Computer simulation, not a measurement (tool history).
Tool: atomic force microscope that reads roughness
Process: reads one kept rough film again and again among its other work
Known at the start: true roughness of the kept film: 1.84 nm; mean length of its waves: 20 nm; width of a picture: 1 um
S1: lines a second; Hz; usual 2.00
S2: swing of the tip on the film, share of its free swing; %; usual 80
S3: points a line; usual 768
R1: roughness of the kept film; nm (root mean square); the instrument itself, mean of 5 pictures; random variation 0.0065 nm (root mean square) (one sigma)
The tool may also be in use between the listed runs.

run   hour    S1  S2   S3     R1
  1    0.0  2.00  80  768  1.271
  2   12.5  2.00  80  768  1.278
  3   24.5  2.00  80  768  1.268
  4   39.7  2.00  80  768  1.260
  5   46.8  2.00  77  768  1.307
  6   63.1  2.00  80  586  1.267
  7   75.5  2.00  80  586  1.260
  8   83.6  2.00  80  585  1.261
  9   98.2  2.00  80  585  1.269
     105.5  -- new tip fitted
 10  107.3  1.68  80  768  1.315
 11  118.4  2.00  80  768  1.273
 12  131.0  2.00  80  768  1.271
 13  138.0  2.00  80  768  1.274
 14  150.7  2.00  80  768  1.279
 15  162.9  2.00  80  768  1.275
 16  173.0  0.65  80  708  1.433
 17  188.7  0.65  57  824  1.529
 18  198.5  0.77  60  768  1.488
 19  209.6  0.77  60  768  1.496
     212.8  -- new tip fitted
 20  218.5  1.36  80  586  1.342
 21  233.4  0.89  80  768  1.409
 22  248.2  0.89  80  768  1.409
 23  264.5  0.89  80  768  1.409
 24  279.2  1.25  69  427  1.409
 25  290.5  1.25  69  427  1.412
 26  304.1  1.25  69  427  1.417
 27  316.0  1.25  69  427  1.416
     320.3  -- new tip fitted
 28  330.0  1.25  69  355  1.417

Run 29 comes next. What will it give?
 29  345.1  2.00  80  396   ?

Run 29 gave R1 1.260 nm (root mean square).
Without the tool's hidden state the same run would have given R1 1.262 nm (root mean square).
